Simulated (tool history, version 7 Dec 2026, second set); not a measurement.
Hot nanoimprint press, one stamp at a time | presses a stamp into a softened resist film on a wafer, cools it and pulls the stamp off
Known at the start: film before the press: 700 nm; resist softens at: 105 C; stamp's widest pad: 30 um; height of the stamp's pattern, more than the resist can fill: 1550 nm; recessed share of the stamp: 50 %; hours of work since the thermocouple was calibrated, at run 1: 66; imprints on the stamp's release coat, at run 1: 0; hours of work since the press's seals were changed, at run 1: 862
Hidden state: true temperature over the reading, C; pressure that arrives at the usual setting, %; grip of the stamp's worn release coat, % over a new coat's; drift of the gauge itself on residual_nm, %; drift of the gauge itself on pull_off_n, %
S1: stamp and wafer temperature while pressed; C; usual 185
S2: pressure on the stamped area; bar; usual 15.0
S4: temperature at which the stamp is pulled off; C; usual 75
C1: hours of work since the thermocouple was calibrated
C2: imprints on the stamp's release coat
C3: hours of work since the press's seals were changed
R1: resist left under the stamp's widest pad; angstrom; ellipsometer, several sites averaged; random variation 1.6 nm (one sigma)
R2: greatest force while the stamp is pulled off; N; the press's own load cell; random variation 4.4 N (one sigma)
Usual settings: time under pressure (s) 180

{"run": 1, "hour": 0.0, "S1": 185, "S2": 15.0, "time under pressure (s)": 180, "S4": 75, "C1": 66, "C2": 0, "C3": 862, "R1": 3596, "R2": 218}
{"hour": 48.9, "done": "press's hydraulic seals changed and the load cell set to zero"}
{"run": 2, "hour": 54.7, "S1": 185, "S2": 14.6, "time under pressure (s)": 180, "S4": 75, "C1": 91, "C2": 155, "C3": 3, "R1": 3543, "R2": 226}
{"run": 3, "hour": 78.9, "S1": 185, "S2": 14.6, "time under pressure (s)": 180, "S4": 75, "C1": 103, "C2": 235, "C3": 16, "R1": 3555, "R2": 220}
{"run": 4, "hour": 124.9, "S1": 185, "S2": 15.0, "time under pressure (s)": 180, "S4": 75, "C1": 127, "C2": 387, "C3": 40, "R1": 3476, "R2": 238}
{"run": 5, "hour": 155.1, "S1": 185, "S2": 15.0, "time under pressure (s)": 180, "S4": 75, "C1": 143, "C2": 487, "C3": 55, "R1": 3509, "R2": 227}
{"run": 6, "hour": 210.4, "S1": 185, "S2": 15.0, "time under pressure (s)": 180, "S4": 75, "C1": 172, "C2": 671, "C3": 84, "R1": 3467, "R2": 249}
{"run": 7, "hour": 263.6, "S1": 185, "S2": 15.0, "time under pressure (s)": 180, "S4": 75, "C1": 199, "C2": 847, "C3": 112, "R1": 3468, "R2": 245}
{"run": 8, "hour": 321.7, "S1": 185, "S2": 15.0, "time under pressure (s)": 180, "S4": 72, "C1": 230, "C2": 1039, "C3": 142, "R1": 3454, "R2": 277}
{"run": 9, "hour": 374.6, "S1": 185, "S2": 17.8, "time under pressure (s)": 180, "S4": 75, "C1": 257, "C2": 1215, "C3": 169, "R1": 3122, "R2": 268}
{"run": 10, "hour": 427.4, "S1": 185, "S2": 15.0, "time under pressure (s)": 180, "S4": 75, "C1": 285, "C2": 1390, "C3": 197, "R1": 3465, "R2": 288}
{"run": 11, "hour": 455.5, "S1": 185, "S2": 15.0, "time under pressure (s)": 180, "S4": 75, "C1": 299, "C2": 1483, "C3": 212, "R1": 3449, "R2": 295}
{"run": 12, "hour": 483.8, "S1": 185, "S2": 15.0, "time under pressure (s)": 180, "S4": 75, "C1": 314, "C2": 1577, "C3": 226, "R1": 3428, "R2": 303}
{"run": 13, "hour": 508.9, "S1": 185, "S2": 18.1, "time under pressure (s)": 180, "S4": 75, "C1": 327, "C2": 1660, "C3": 239, "R1": 3105, "R2": 302}
{"hour": 550.2, "done": "stamp cleaned and given a new release coat"}
{"run": 14, "hour": 572.9, "S1": 185, "S2": 17.9, "time under pressure (s)": 180, "S4": 74, "C1": 357, "C2": 75, "C3": 270, "R1": 3108, "R2": 216}
{"run": 15, "hour": 605.2, "S1": 185, "S2": 18.0, "time under pressure (s)": 330, "S4": 75, "C1": 374, "C2": 182, "C3": 286, "R1": 2518, "R2": 222}
{"run": 16, "hour": 639.4, "S1": 177, "S2": 15.3, "time under pressure (s)": 166, "S4": 77, "C1": 392, "C2": 296, "C3": 304, "R1": 4431, "R2": 220}
{"hour": 677.0, "done": "plate thermocouple calibrated"}
{"run": 17, "hour": 682.6, "S1": 177, "S2": 15.3, "time under pressure (s)": 166, "S4": 77, "C1": 3, "C2": 429, "C3": 325, "R1": 4678, "R2": 229}
{"run": 18, "hour": 740.6, "S1": 185, "S2": 15.0, "time under pressure (s)": 103, "S4": 75, "C1": 33, "C2": 621, "C3": 355, "R1": 4212, "R2": 242}
{"run": 19, "hour": 784.2, "S1": 185, "S2": 19.2, "time under pressure (s)": 180, "S4": 70, "C1": 56, "C2": 765, "C3": 378, "R1": 3134, "R2": 270}
{"run": 20, "hour": 833.6, "S1": 179, "S2": 15.8, "time under pressure (s)": 275, "S4": 75, "C1": 82, "C2": 929, "C3": 404, "R1": 3743, "R2": 262}
{"run": 21, "hour": 885.5, "S1": 173, "S2": 15.8, "time under pressure (s)": 275, "S4": 76, "C1": 109, "C2": 1101, "C3": 431, "R1": 4523, "R2": 273}
{"run": 22, "hour": 921.4, "S1": 173, "S2": 15.8, "time under pressure (s)": 275, "S4": 76, "C1": 127, "C2": 1220, "C3": 449, "R1": 4524, "R2": 267}
{"run": 23, "hour": 969.7, "S1": 173, "S2": 19.7, "time under pressure (s)": 275, "S4": 76, "C1": 152, "C2": 1380, "C3": 474, "R1": 4071, "R2": 288}
{"run": 24, "hour": 1009.8, "S1": 173, "S2": 19.7, "time under pressure (s)": 275, "S4": 76, "C1": 173, "C2": 1513, "C3": 495, "R1": 4055, "R2": 293}
{"run": 25, "hour": 1051.3, "S1": 173, "S2": 19.7, "time under pressure (s)": 275, "S4": 76, "C1": 195, "C2": 1651, "C3": 517, "R1": 4075, "R2": 305}
{"hour": 1094.3, "done": "stamp cleaned and given a new release coat"}
{"run": 26, "hour": 1106.8, "S1": 181, "S2": 19.7, "time under pressure (s)": 275, "S4": 76, "C1": 220, "C2": 42, "C3": 543, "R1": 3023, "R2": 215}

3 ways to go on from here, each from the tool as it stands after run 26. What would each give?
{"run": "A", "hour": 1148.5, "S1": 181, "S2": 9.1, "time under pressure (s)": 275, "S4": 76, "C1": 242, "C2": 180, "C3": 564, "R1": "?", "R2": "?"}
{"run": "B", "hour": 1148.5, "S1": 175, "S2": 18.3, "time under pressure (s)": 258, "S4": 76, "C1": 242, "C2": 180, "C3": 564, "R1": "?", "R2": "?"}
{"run": "C", "hour": 1148.5, "S1": 185, "S2": 22.7, "time under pressure (s)": 180, "S4": 75, "C1": 242, "C2": 180, "C3": 564, "R1": "?", "R2": "?"}

run=A R1=4500 R2=221
run=B R1=3983 R2=215
run=C R1=2792 R2=219
Without the tool's hidden state the same runs would have given:
run=A R1=4557 R2=214
run=B R1=4028 R2=208
run=C R1=2813 R2=211

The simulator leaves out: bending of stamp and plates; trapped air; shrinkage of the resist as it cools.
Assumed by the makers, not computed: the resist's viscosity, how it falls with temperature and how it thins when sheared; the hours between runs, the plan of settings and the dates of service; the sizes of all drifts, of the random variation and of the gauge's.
